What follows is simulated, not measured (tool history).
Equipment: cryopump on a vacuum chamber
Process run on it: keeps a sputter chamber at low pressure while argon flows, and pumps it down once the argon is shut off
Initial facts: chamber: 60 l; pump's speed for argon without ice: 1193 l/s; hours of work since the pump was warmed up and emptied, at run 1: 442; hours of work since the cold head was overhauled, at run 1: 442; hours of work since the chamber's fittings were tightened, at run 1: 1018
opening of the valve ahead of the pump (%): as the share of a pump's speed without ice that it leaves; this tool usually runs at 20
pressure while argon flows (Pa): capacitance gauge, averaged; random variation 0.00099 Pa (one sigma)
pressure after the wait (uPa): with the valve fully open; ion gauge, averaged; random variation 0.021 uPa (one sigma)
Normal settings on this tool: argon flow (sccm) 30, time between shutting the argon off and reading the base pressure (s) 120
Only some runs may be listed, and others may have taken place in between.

run	hour	argon flow (sccm)	time between shutting the argon off and reading the base pressure (s)	opening of the valve ahead of the pump (%)	hours of work since the pump was warmed up and emptied	hours of work since the cold head was overhauled	hours of work since the chamber's fittings were tightened	pressure while argon flows (Pa)	pressure after the wait (uPa)
1	0	30	120	20	442	442	1018	0.2218	1.09
2	31.2	30	120	20	457	457	1033	0.2234	1.1
3	59.5	30	120	20	471	471	1046	0.2204	1.05
4	80.2	30	120	20	481	481	1056	0.2228	1.07
5	112.1	48	120	20	496	496	1072	0.3566	1.13
6	136.6	49	120	20	508	508	1084	0.3625	1.14
7	155.4	30	120	20	517	517	1093	0.2234	1.15
8	178.5	30	120	20	529	529	1104	0.2232	1.15
9	210.5	30	120	20	544	544	1120	0.2224	1.17
10	234.6	30	50	20	556	556	1131	0.2236	1.48
11	250.9	30	50	20	564	564	1139	0.2252	1.53
12	277.3	30	120	20	576	576	1152	0.2239	1.19
13	301.9	30	120	20	588	588	1164	0.2241	1.17
14	323.4	30	120	49	599	599	1174	0.0992	1.17
15	347.7	30	120	49	611	611	1186	0.1006	1.23
16	361.5	30	120	32	617	617	1193	0.1454	1.24
17	390.1	30	120	32	631	631	1207	0.1451	1.21
18	410.9	30	120	20	641	641	1217	0.2264	1.2
19	437.1	19	26	20	654	654	1229	0.1436	2.11
20	461	52	26	47	665	665	1241	0.1794	2.15
21	482.4	26	120	20	676	676	1251	0.1957	1.27
22	506.3	25	284	25	687	687	1263	0.1546	1.17
23	522.9	25	284	25	695	695	1271	0.1539	1.22
24	539.4	30	120	41	703	703	1279	0.1184	1.3
25	565.5	13	257	15	716	716	1291	0.1293	1.17
26	588.6	43	40	19	727	727	1303	0.3422	1.81
# hour 600.2: pump warmed up, emptied and cooled again
27	616.2	39	49	21	8	738	1314	0.2632	1.45
28	631.6	39	49	21	15	746	1321	0.2627	1.38
29	661	12	210	21	29	760	1335	0.0804	0.94
30	688	57	32	27	43	773	1348	0.2996	1.76
31	710.9	51	148	36	54	784	1359	0.204	1.01
32	738.5	13	72	30	67	797	1373	0.0613	1.27
33	760.3	13	72	30	78	808	1383	0.0623	1.35
34	785.3	13	56	30	90	820	1396	0.0619	1.42
35	813.7	13	56	30	103	834	1409	0.0628	1.38

Predict each of these 3 candidate next runs independently; none follows another, all start after run 35:
A	832.7	51	22	21	113	843	1418	?	?
B	832.7	19	56	53	113	843	1418	?	?
C	832.7	44	36	38	113	843	1418	?	?

run	pressure while argon flows (Pa)	pressure after the wait (uPa)
A	0.3477	2.23
B	0.0523	1.4
C	0.1666	1.67
With the hidden condition removed and each run's random variation left untouched, the same runs would have given:
run	pressure while argon flows (Pa)	pressure after the wait (uPa)
A	0.3439	1.59
B	0.0509	0.78
C	0.1633	1.04

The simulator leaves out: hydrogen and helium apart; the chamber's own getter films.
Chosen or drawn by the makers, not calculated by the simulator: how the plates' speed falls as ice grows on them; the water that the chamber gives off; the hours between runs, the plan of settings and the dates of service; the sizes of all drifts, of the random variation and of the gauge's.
